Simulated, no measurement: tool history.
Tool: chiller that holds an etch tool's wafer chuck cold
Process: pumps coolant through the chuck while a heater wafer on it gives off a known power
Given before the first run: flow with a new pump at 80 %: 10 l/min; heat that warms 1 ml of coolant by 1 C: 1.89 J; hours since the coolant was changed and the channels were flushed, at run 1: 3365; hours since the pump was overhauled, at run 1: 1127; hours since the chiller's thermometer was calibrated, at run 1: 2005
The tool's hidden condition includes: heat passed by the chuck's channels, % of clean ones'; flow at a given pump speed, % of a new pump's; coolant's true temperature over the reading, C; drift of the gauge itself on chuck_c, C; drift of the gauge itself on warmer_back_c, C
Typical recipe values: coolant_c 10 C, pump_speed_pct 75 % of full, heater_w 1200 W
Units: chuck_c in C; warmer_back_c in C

run	hour	coolant_c	pump_speed_pct	heater_w	hours since the coolant was changed and the channels were flushed	hours since the pump was overhauled	hours since the chiller's thermometer was calibrated	chuck_c	warmer_back_c
1	0	10	75	1200	3365	1127	2005	21.7	4.09
2	14.3	10	75	884	3380	1141	2019	18.7	3.05
3	44.6	10	75	884	3410	1171	2049	18.7	2.97
4	74.5	10	80	884	3440	1201	2079	18.2	2.86
5	105.1	10	80	884	3470	1232	2110	18.3	2.84
6	120.5	10	66	1345	3486	1247	2125	24.6	5.33
7	137.4	10	66	1345	3503	1264	2142	24.7	5.39
8	154.1	13	71	638	3519	1281	2159	19.6	2.4
9	176.1	13	71	638	3541	1303	2181	19.6	2.4
10	196.4	10	96	1200	3562	1323	2201	19.6	3.25

What if the next run were any one of these 4? Each begins from the tool's condition after run 10:
A	225.8	10	61	1200	3591	1353	2230	?	?
B	225.8	10	68	1200	3591	1353	2230	?	?
C	225.8	0	62	805	3591	1353	2230	?	?
D	225.8	16	95	736	3591	1353	2230	?	?

run	chuck_c	warmer_back_c
A	24	5.23
B	22.8	4.69
C	9.3	3.48
D	21.9	2.11
Stripped of hidden state, with their random variation kept, the same runs would have yielded:
run	chuck_c	warmer_back_c
A	24	5.09
B	22.8	4.55
C	9.3	3.35
D	21.9	1.97
